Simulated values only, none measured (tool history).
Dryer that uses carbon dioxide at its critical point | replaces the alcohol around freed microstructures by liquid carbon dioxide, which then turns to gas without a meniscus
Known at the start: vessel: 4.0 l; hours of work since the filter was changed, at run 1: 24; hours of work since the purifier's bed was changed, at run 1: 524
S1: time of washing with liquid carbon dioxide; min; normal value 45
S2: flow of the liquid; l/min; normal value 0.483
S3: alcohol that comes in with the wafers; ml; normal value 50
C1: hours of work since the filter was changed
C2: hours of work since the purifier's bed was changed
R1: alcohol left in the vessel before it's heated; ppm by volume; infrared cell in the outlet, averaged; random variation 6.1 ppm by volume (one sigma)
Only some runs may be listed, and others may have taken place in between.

{"run": 1, "day": 0.0, "S1": 45, "S2": 0.483, "S3": 50, "C1": 24, "C2": 524, "R1": 285}
{"run": 2, "day": 1.604, "S1": 42, "S2": 0.483, "S3": 50, "C1": 52, "C2": 552, "R1": 380}
{"run": 3, "day": 2.962, "S1": 42, "S2": 0.483, "S3": 50, "C1": 76, "C2": 576, "R1": 392}
{"run": 4, "day": 5.042, "S1": 42, "S2": 0.483, "S3": 50, "C1": 112, "C2": 612, "R1": 412}
{"run": 5, "day": 6.5, "S1": 55, "S2": 0.483, "S3": 50, "C1": 138, "C2": 638, "R1": 172}
{"run": 6, "day": 7.417, "S1": 45, "S2": 0.483, "S3": 50, "C1": 154, "C2": 654, "R1": 350}
{"run": 7, "day": 9.229, "S1": 45, "S2": 0.483, "S3": 50, "C1": 186, "C2": 686, "R1": 360}
{"run": 8, "day": 11.021, "S1": 45, "S2": 0.483, "S3": 50, "C1": 217, "C2": 717, "R1": 387}
{"run": 9, "day": 12.888, "S1": 45, "S2": 0.483, "S3": 50, "C1": 250, "C2": 750, "R1": 417}
{"day": 13.312, "done": "purifier's bed changed"}
{"run": 10, "day": 14.821, "S1": 45, "S2": 0.483, "S3": 63, "C1": 282, "C2": 26, "R1": 457}
{"day": 15.846, "done": "inlet filter changed"}
{"run": 11, "day": 16.412, "S1": 45, "S2": 0.414, "S3": 92, "C1": 10, "C2": 54, "R1": 721}
{"run": 12, "day": 18.067, "S1": 43, "S2": 0.408, "S3": 45, "C1": 39, "C2": 83, "R1": 456}
{"run": 13, "day": 19.329, "S1": 43, "S2": 0.408, "S3": 45, "C1": 61, "C2": 105, "R1": 497}

Forecast each of these 3 alternatives for the next run:
{"run": "A", "day": 20.762, "S1": 45, "S2": 0.333, "S3": 50, "C1": 86, "C2": 130, "R1": "?"}
{"run": "B", "day": 20.762, "S1": 29, "S2": 0.369, "S3": 25, "C1": 86, "C2": 130, "R1": "?"}
{"run": "C", "day": 20.762, "S1": 45, "S2": 0.443, "S3": 58, "C1": 86, "C2": 130, "R1": "?"}

run=A R1=850
run=B R1=940
run=C R1=425
Without the tool's hidden state the same runs would have given:
run=A R1=761
run=B R1=866
run=C R1=364
